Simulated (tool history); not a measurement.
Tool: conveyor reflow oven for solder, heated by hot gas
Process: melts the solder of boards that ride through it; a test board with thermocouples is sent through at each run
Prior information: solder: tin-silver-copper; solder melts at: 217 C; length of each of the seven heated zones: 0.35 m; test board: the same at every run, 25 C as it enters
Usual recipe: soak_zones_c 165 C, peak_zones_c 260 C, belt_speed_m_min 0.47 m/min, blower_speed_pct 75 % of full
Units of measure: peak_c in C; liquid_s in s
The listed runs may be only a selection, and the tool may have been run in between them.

{"run": 1, "hour": 0.0, "soak_zones_c": 165, "peak_zones_c": 260, "belt_speed_m_min": 0.47, "blower_speed_pct": 75, "peak_c": 246.82, "liquid_s": 59.54}
{"run": 2, "hour": 17.5, "soak_zones_c": 165, "peak_zones_c": 260, "belt_speed_m_min": 0.47, "blower_speed_pct": 90, "peak_c": 249.1, "liquid_s": 62.75}
{"run": 3, "hour": 34.6, "soak_zones_c": 165, "peak_zones_c": 260, "belt_speed_m_min": 0.47, "blower_speed_pct": 90, "peak_c": 249.07, "liquid_s": 62.66}
{"run": 4, "hour": 52.7, "soak_zones_c": 165, "peak_zones_c": 260, "belt_speed_m_min": 0.47, "blower_speed_pct": 90, "peak_c": 248.85, "liquid_s": 62.29}
{"run": 5, "hour": 69.5, "soak_zones_c": 165, "peak_zones_c": 259, "belt_speed_m_min": 0.47, "blower_speed_pct": 90, "peak_c": 247.9, "liquid_s": 61.62}
{"run": 6, "hour": 93.4, "soak_zones_c": 165, "peak_zones_c": 260, "belt_speed_m_min": 0.45, "blower_speed_pct": 75, "peak_c": 247.59, "liquid_s": 63.38}
{"run": 7, "hour": 106.8, "soak_zones_c": 153, "peak_zones_c": 260, "belt_speed_m_min": 0.47, "blower_speed_pct": 75, "peak_c": 244.33, "liquid_s": 52.67}
{"run": 8, "hour": 122.3, "soak_zones_c": 161, "peak_zones_c": 249, "belt_speed_m_min": 0.528, "blower_speed_pct": 75, "peak_c": 232.34, "liquid_s": 33.95}
{"run": 9, "hour": 132.8, "soak_zones_c": 162, "peak_zones_c": 249, "belt_speed_m_min": 0.498, "blower_speed_pct": 89, "peak_c": 236.5, "liquid_s": 44.39}
{"hour": 140.0, "done": "flux residue cleaned out of gas plates and filters"}
{"run": 10, "hour": 151.9, "soak_zones_c": 162, "peak_zones_c": 249, "belt_speed_m_min": 0.498, "blower_speed_pct": 89, "peak_c": 235.89, "liquid_s": 43.19}
{"run": 11, "hour": 162.5, "soak_zones_c": 171, "peak_zones_c": 253, "belt_speed_m_min": 0.469, "blower_speed_pct": 71, "peak_c": 239.78, "liquid_s": 53.72}
{"run": 12, "hour": 182.2, "soak_zones_c": 171, "peak_zones_c": 253, "belt_speed_m_min": 0.469, "blower_speed_pct": 71, "peak_c": 239.59, "liquid_s": 53.69}
{"run": 13, "hour": 197.8, "soak_zones_c": 151, "peak_zones_c": 253, "belt_speed_m_min": 0.469, "blower_speed_pct": 59, "peak_c": 233.14, "liquid_s": 36.26}
{"run": 14, "hour": 215.3, "soak_zones_c": 151, "peak_zones_c": 253, "belt_speed_m_min": 0.469, "blower_speed_pct": 59, "peak_c": 233.1, "liquid_s": 35.96}

Below are 5 alternative next runs, each starting from the tool's condition after run 14. Predict each:
{"run": "A", "hour": 237.7, "soak_zones_c": 159, "peak_zones_c": 253, "belt_speed_m_min": 0.496, "blower_speed_pct": 72, "peak_c": "?", "liquid_s": "?"}
{"run": "B", "hour": 237.7, "soak_zones_c": 165, "peak_zones_c": 266, "belt_speed_m_min": 0.551, "blower_speed_pct": 64, "peak_c": "?", "liquid_s": "?"}
{"run": "C", "hour": 237.7, "soak_zones_c": 163, "peak_zones_c": 253, "belt_speed_m_min": 0.448, "blower_speed_pct": 59, "peak_c": "?", "liquid_s": "?"}
{"run": "D", "hour": 237.7, "soak_zones_c": 177, "peak_zones_c": 249, "belt_speed_m_min": 0.532, "blower_speed_pct": 59, "peak_c": "?", "liquid_s": "?"}
{"run": "E", "hour": 237.7, "soak_zones_c": 178, "peak_zones_c": 260, "belt_speed_m_min": 0.469, "blower_speed_pct": 59, "peak_c": "?", "liquid_s": "?"}

run=A peak_c=235.56 liquid_s=40.24
run=B peak_c=241.99 liquid_s=43.17
run=C peak_c=236.96 liquid_s=48.42
run=D peak_c=231.18 liquid_s=34.87
run=E peak_c=244.47 liquid_s=60.82
Stripped of hidden state, with their random variation kept, the same runs would have yielded:
run=A peak_c=237.56 liquid_s=43.98
run=B peak_c=244.34 liquid_s=46.23
run=C peak_c=238.45 liquid_s=51.56
run=D peak_c=232.76 liquid_s=38.41
run=E peak_c=245.85 liquid_s=63.09

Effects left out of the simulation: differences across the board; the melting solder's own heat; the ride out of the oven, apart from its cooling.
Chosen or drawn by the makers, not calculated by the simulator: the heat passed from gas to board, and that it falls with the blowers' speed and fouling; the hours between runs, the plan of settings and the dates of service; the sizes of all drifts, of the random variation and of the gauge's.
